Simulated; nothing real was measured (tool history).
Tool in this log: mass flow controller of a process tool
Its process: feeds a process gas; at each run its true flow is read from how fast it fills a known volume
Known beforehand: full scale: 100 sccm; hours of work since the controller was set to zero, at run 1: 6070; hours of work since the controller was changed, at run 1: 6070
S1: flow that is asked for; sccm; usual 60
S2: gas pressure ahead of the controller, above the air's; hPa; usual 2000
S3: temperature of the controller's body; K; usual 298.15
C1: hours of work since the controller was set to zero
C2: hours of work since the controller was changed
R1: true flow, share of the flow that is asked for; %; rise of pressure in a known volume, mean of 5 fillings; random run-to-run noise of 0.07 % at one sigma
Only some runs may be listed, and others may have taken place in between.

run    hour  S1    S2      S3    C1    C2      R1
  1       0  60  2000  298.15  6070  6070   98.99
  2   117.1  60  1600  298.15  6109  6109    99.1
  3   226.4  60  1600  298.15  6146  6146   99.13
  4   443.7  60  1600  298.15  6219  6219    99.2
  5   622.8  57  2000  298.15  6280  6280   99.22
  6   760.5  57  2000  298.15  6326  6326   99.38
  7   959.7  57  2000  298.15  6393  6393   99.41
  8  1153.9  57  2000  298.15  6459  6459   99.55
  9  1338.2  57  2000  295.15  6521  6521   99.74
 10  1494.4  57  2000  295.15  6574  6574    99.8
 11  1691.4  57  2000  295.15  6640  6640   99.84
 12  1903.1  57  2000  295.15  6712  6712   99.88
 13  2018.9  57  2000  295.15  6751  6751   99.84
 14  2137.6  60  2000  298.15  6791  6791  100.04
 15  2306.9  25  2000  298.15  6848  6848   99.13
 16  2513.5  25  2000  298.15  6918  6918    99.2
 17  2716.8  25  2000  298.15  6986  6986   99.38
 18  2903.3  60  2000  298.15  7049  7049  100.46
 19  3122.4  60  2000  298.15  7123  7123  100.52
 20  3270.4  60  2000  298.15  7173  7173  100.68
 21  3412.7  60  2000  298.15  7221  7221  100.53
 22  3572.9  60  2000  298.15  7275  7275  100.73
 23  3664.9  60  2000  298.15  7306  7306  100.77
 24  3784.1  60  2000  298.15  7347  7347  100.92
 25  3957.1  53  1410  311.15  7405  7405   100.3
     4078.3  -- gauge calibrated
 26  4148.3  25  2050  306.15  7469  7469   98.12
     4253.1  -- controller exchanged for a calibrated one
 27  4294.3  22  1990  304.15    14    14   97.92
 28    4506  22  1990  296.15    85    85   98.21
 29  4631.2  22  1990  296.15   128   128   98.32
 30  4761.6  22  1990  296.15   172   172   98.25
 31    4975  22  1990  296.15   244   244   98.45
 32  5145.2  30  1760  296.15   301   301   98.67
 33  5347.7  37  2120  298.15   369   369   99.04
 34    5490  34  2000  302.15   417   417   98.78
 35  5598.5  60  1630  301.15   454   454   99.65
 36  5764.8  60  2130  298.15   510   510   99.81
 37  5858.6  60  2130  298.15   542   542   99.81
 38  6016.7  17  2450  295.15   595   595      99
     6047.7  -- gauge calibrated
 39  6201.3  23  2030  298.15   657   657   98.03
 40  6345.1  61  2290  295.15   706   706    99.3
 41  6493.3  21  1650  298.15   756   756   98.13
 42  6685.9  20  1410  312.15   821   821   97.78
 43  6826.3  17  2540  304.15   868   868   98.36
 44    6928  17  2540  304.15   903   903   98.27
 45  7040.6  43  1680  304.15   941   941    98.9
 46  7216.8  17  1790  294.15  1000  1000   98.46
 47  7412.2  69  2770  311.15  1066  1066   99.76

How would selected steps in R1 from run to run divide? Give the signed amount a tool lacking its hidden state would still show from settings, what came in and random variation, and the signed amount left for the hidden state, including any gauge scatter that is not in both of the compared results.
Hidden conditions of the tool in this case: flow at rest that the sensor doesn't see, % of full scale; true flow over the shown one, %; drift of the gauge itself on true_pct, %.
Run 17 -> 18: S1 25 -> 60. R1 +1.08 %: hidden state +0.12, all else +0.96.
Run 25 -> 26: S1 53 -> 25, S2 1410 -> 2050, S3 311.15 -> 306.15, gauge calibrated. R1 -2.18 %: hidden state -1.82, all else -0.36.
Run 38 -> 39: S1 17 -> 23, S2 2450 -> 2030, S3 295.15 -> 298.15, gauge calibrated. R1 -0.97 %: hidden state -0.82, all else -0.15.
Run 39 -> 40: S1 23 -> 61, S2 2030 -> 2290, S3 298.15 -> 295.15. R1 +1.27 %: hidden state +0.07, all else +1.2.
Run 46 -> 47: S1 17 -> 69, S2 1790 -> 2770, S3 294.15 -> 311.15. R1 +1.3 %: hidden state +0.1, all else +1.2.

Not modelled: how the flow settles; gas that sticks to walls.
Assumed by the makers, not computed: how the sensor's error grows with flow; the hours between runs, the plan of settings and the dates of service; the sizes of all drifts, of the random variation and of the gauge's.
